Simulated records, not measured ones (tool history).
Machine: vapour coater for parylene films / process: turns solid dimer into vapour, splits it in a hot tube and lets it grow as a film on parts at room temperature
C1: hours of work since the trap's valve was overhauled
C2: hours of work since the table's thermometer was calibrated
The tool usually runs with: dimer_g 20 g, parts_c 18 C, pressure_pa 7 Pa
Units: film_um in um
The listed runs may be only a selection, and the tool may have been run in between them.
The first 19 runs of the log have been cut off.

{"run": 20, "hour": 720.5, "dimer_g": 12, "parts_c": 14, "pressure_pa": 5.35, "C1": 263, "C2": 1243, "film_um": 6.89}
{"run": 21, "hour": 759.1, "dimer_g": 12, "parts_c": 14, "pressure_pa": 5.35, "C1": 282, "C2": 1262, "film_um": 6.86}
{"run": 22, "hour": 798.8, "dimer_g": 12, "parts_c": 14, "pressure_pa": 5.35, "C1": 301, "C2": 1281, "film_um": 6.84}
{"run": 23, "hour": 835.7, "dimer_g": 32, "parts_c": 27, "pressure_pa": 11.09, "C1": 318, "C2": 1298, "film_um": 11.02}
{"run": 24, "hour": 858.5, "dimer_g": 34, "parts_c": 27, "pressure_pa": 9.37, "C1": 329, "C2": 1309, "film_um": 12.08}
{"run": 25, "hour": 893.4, "dimer_g": 28, "parts_c": 18, "pressure_pa": 7, "C1": 346, "C2": 1326, "film_um": 13.74}
{"run": 26, "hour": 944.6, "dimer_g": 10, "parts_c": 18, "pressure_pa": 7, "C1": 370, "C2": 1350, "film_um": 4.89}
{"run": 27, "hour": 981.6, "dimer_g": 13, "parts_c": 29, "pressure_pa": 3.51, "C1": 388, "C2": 1368, "film_um": 5.08}
{"run": 28, "hour": 1011.2, "dimer_g": 20, "parts_c": 14, "pressure_pa": 7, "C1": 402, "C2": 1382, "film_um": 10.93}
{"run": 29, "hour": 1035.2, "dimer_g": 20, "parts_c": 23, "pressure_pa": 8.62, "C1": 414, "C2": 1394, "film_um": 8.15}
{"run": 30, "hour": 1058.3, "dimer_g": 20, "parts_c": 23, "pressure_pa": 8.62, "C1": 425, "C2": 1405, "film_um": 8.11}
{"run": 31, "hour": 1112.9, "dimer_g": 12, "parts_c": 18, "pressure_pa": 9.07, "C1": 451, "C2": 1431, "film_um": 5.51}

Alternative continuations, all from the tool just after run 31; predict every row:
{"run": "A", "hour": 1153.6, "dimer_g": 20, "parts_c": 18, "pressure_pa": 7.86, "C1": 470, "C2": 1450, "film_um": "?"}
{"run": "B", "hour": 1153.6, "dimer_g": 9, "parts_c": 18, "pressure_pa": 7, "C1": 470, "C2": 1450, "film_um": "?"}
{"run": "C", "hour": 1153.6, "dimer_g": 25, "parts_c": 14, "pressure_pa": 4.69, "C1": 470, "C2": 1450, "film_um": "?"}

run=A film_um=9.42
run=B film_um=4.34
run=C film_um=14.65
With the hidden condition removed and each run's random variation left untouched, the same runs would have given:
run=A film_um=9.46
run=B film_um=4.36
run=C film_um=14.71
